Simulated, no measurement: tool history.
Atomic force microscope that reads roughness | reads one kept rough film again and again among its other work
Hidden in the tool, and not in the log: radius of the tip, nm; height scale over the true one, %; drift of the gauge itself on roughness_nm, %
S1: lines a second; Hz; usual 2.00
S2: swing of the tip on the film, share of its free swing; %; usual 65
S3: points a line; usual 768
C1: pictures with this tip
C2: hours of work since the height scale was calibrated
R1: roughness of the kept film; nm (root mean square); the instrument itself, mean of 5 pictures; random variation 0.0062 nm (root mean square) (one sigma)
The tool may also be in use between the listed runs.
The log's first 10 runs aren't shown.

-- hour=204.4 new tip fitted
run 11 hour=204.6 | S1=2.00 S2=65 S3=768 | C1=1 C2=350 | R1=1.324
run 12 hour=217.0 | S1=2.00 S2=65 S3=380 | C1=24 C2=358 | R1=1.310
run 13 hour=237.1 | S1=2.00 S2=89 S3=768 | C1=62 C2=371 | R1=1.089
run 14 hour=260.3 | S1=2.00 S2=89 S3=768 | C1=105 C2=386 | R1=1.083
run 15 hour=272.6 | S1=2.00 S2=89 S3=768 | C1=129 C2=394 | R1=1.078
run 16 hour=290.2 | S1=0.78 S2=65 S3=768 | C1=162 C2=406 | R1=1.343
run 17 hour=315.1 | S1=0.78 S2=65 S3=260 | C1=208 C2=422 | R1=1.312
run 18 hour=333.8 | S1=2.00 S2=65 S3=362 | C1=243 C2=434 | R1=1.246
run 19 hour=348.6 | S1=3.41 S2=73 S3=341 | C1=271 C2=443 | R1=1.093
-- hour=351.5 new tip fitted
run 20 hour=372.4 | S1=1.56 S2=90 S3=983 | C1=39 C2=458 | R1=1.137
run 21 hour=397.3 | S1=0.51 S2=65 S3=603 | C1=86 C2=475 | R1=1.371
run 22 hour=421.4 | S1=0.51 S2=65 S3=603 | C1=131 C2=490 | R1=1.356
run 23 hour=445.5 | S1=0.52 S2=65 S3=603 | C1=176 C2=506 | R1=1.359
-- hour=448.8 height scale calibrated on a step standard
run 24 hour=467.3 | S1=1.55 S2=65 S3=530 | C1=216 C2=12 | R1=1.286
run 25 hour=481.4 | S1=2.78 S2=65 S3=261 | C1=242 C2=21 | R1=1.198
-- hour=501.0 new tip fitted
run 26 hour=502.2 | S1=2.78 S2=65 S3=261 | C1=2 C2=34 | R1=1.259
run 27 hour=525.9 | S1=2.78 S2=65 S3=261 | C1=47 C2=50 | R1=1.250
-- hour=537.5 height scale calibrated on a step standard, once more
run 28 hour=550.0 | S1=2.78 S2=65 S3=261 | C1=90 C2=8 | R1=1.251
run 29 hour=571.8 | S1=0.65 S2=85 S3=768 | C1=131 C2=22 | R1=1.307
run 30 hour=583.3 | S1=1.08 S2=65 S3=768 | C1=153 C2=30 | R1=1.343
run 31 hour=599.2 | S1=1.21 S2=65 S3=768 | C1=183 C2=40 | R1=1.324
run 32 hour=611.6 | S1=1.54 S2=83 S3=758 | C1=206 C2=48 | R1=1.173
run 33 hour=623.8 | S1=3.82 S2=83 S3=288 | C1=229 C2=56 | R1=0.941
run 34 hour=648.1 | S1=0.58 S2=58 S3=730 | C1=275 C2=72 | R1=1.345
-- hour=649.7 new tip fitted
run 35 hour=663.8 | S1=2.00 S2=82 S3=768 | C1=26 C2=81 | R1=1.180

Forecast each of these 3 alternatives for the next run:
run A hour=684.5 | S1=1.29 S2=87 S3=322 | C1=65 C2=95 | R1=?
run B hour=684.5 | S1=2.00 S2=60 S3=768 | C1=65 C2=95 | R1=?
run C hour=684.5 | S1=2.00 S2=82 S3=881 | C1=65 C2=95 | R1=?

run=A R1=1.199
run=B R1=1.341
run=C R1=1.177
Without the tool's hidden state the same runs would have given:
run=A R1=1.218
run=B R1=1.362
run=C R1=1.196
